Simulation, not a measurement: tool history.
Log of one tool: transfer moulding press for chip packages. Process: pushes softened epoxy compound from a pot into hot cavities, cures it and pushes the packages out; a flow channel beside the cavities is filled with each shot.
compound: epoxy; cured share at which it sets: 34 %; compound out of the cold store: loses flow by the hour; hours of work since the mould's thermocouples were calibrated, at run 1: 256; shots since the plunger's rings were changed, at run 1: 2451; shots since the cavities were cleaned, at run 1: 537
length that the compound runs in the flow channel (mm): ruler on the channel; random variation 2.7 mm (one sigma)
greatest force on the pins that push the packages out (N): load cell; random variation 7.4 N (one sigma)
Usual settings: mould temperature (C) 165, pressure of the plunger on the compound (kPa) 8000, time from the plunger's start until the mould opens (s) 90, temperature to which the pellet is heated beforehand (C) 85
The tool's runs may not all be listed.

run	hour	mould temperature (C)	pressure of the plunger on the compound (kPa)	time from the plunger's start until the mould opens (s)	temperature to which the pellet is heated beforehand (C)	hours of work since the mould's thermocouples were calibrated	shots since the plunger's rings were changed	shots since the cavities were cleaned	incoming compound's hours out of the cold store	length that the compound runs in the flow channel (mm)	greatest force on the pins that push the packages out (N)
1	0	165	8000	90	85	256	2451	537	15.6	1013	348
# hour 7.2: cavities cleaned with cleaning compound and waxed
2	10.8	165	8000	90	85	261	2538	34	41.8	893	295
3	22.8	165	8000	90	77	267	2649	145	9.2	1042	351
4	40.9	165	8000	90	77	276	2817	313	9.2	1043	355
5	57.5	165	8000	90	77	284	2972	468	42.9	891	311
6	66.1	165	8000	90	77	288	3051	547	43.1	893	310
# hour 72.8: cavities cleaned with cleaning compound and waxed
7	75.3	165	8000	90	77	292	3123	23	9.9	1041	350
8	93.3	165	8000	108	85	301	3290	190	44.6	878	220
9	102.3	165	8000	108	85	306	3374	274	46.4	874	216
10	119.2	165	8000	90	89	314	3532	432	25.2	966	323
# hour 137.8: cavities cleaned with cleaning compound and waxed
11	138.8	165	8000	90	89	323	3700	10	29.7	941	299
12	150.7	165	6620	90	85	329	3810	120	41.9	816	308
13	159	165	8000	90	85	334	3887	197	30.1	943	330
14	175.3	165	8000	90	85	342	4039	349	32.8	932	325
15	190.7	165	8000	76	85	349	4182	492	17.1	1002	518
16	199.3	165	6780	76	93	354	4262	572	45.7	807	450
# hour 203.4: cavities cleaned with cleaning compound and waxed
# hour 211.4: mould's thermocouples calibrated
17	215.8	165	6780	76	93	2	4383	97	23.3	894	463
# hour 219.1: plunger's sealing rings changed
18	229	165	8000	73	90	8	92	196	30.2	945	525
19	238.7	165	8000	90	83	12	182	286	42.5	891	310
20	252.1	165	8000	90	83	19	307	411	40.5	906	303
21	263.6	165	8000	119	94	25	414	518	34.6	923	189
# hour 273.2: cavities cleaned with cleaning compound and waxed
22	280.1	165	8000	119	94	32	554	65	32.4	929	196
23	287.8	165	7130	90	85	36	625	136	40.5	848	303
24	303.3	166	7460	90	85	44	769	280	20.2	951	287
25	318.7	163	9610	87	80	52	913	424	20.7	1092	407
26	327.3	163	9610	87	80	56	993	504	26.7	1062	400
27	335.2	164	8000	90	85	60	1066	577	25.1	968	365
# hour 339.5: cavities cleaned with cleaning compound and waxed
28	350.1	164	8960	90	75	67	1191	99	32.7	994	345

How the hidden state differs across the entries between the runs, from the last listed run before each to the first after it:
Between runs 1 and 2: cavities cleaned with cleaning compound and waxed (hour 7.2)
  grip of the stained cavities, % over clean ones': 1.8 -> 0.2
  measured less the result without the state, greatest force on the pins that push the packages out (N): +6 -> +1
Between runs 6 and 7: cavities cleaned with cleaning compound and waxed (hour 72.8)
  grip of the stained cavities, % over clean ones': 1.8 -> 0.2
  measured less the result without the state, greatest force on the pins that push the packages out (N): +5 -> +1
Between runs 10 and 11: cavities cleaned with cleaning compound and waxed (hour 137.8)
  grip of the stained cavities, % over clean ones': 1.6 -> 0.1
  measured less the result without the state, greatest force on the pins that push the packages out (N): +5 -> +1
Between runs 16 and 17: cavities cleaned with cleaning compound and waxed (hour 203.4); mould's thermocouples calibrated (hour 211.4)
  true mould temperature over the reading, C: -0.01 -> 0.01; grip of the stained cavities, % over clean ones': 1.8 -> 0.5
  measured less the result without the state, greatest force on the pins that push the packages out (N): +8 -> +3
Between runs 17 and 18: plunger's sealing rings changed (hour 219.1)
  pressure that reaches the compound, % of what is set: 99.89 -> 100; grip of the stained cavities, % over clean ones': 0.5 -> 0.9
  measured less the result without the state, greatest force on the pins that push the packages out (N): +3 -> +5
Between runs 21 and 22: cavities cleaned with cleaning compound and waxed (hour 273.2)
  grip of the stained cavities, % over clean ones': 1.7 -> 0.5
  measured less the result without the state, greatest force on the pins that push the packages out (N): +3 -> +1
Between runs 27 and 28: cavities cleaned with cleaning compound and waxed (hour 339.5)
  grip of the stained cavities, % over clean ones': 1.8 -> 0.5
  measured less the result without the state, greatest force on the pins that push the packages out (N): +6 -> +2
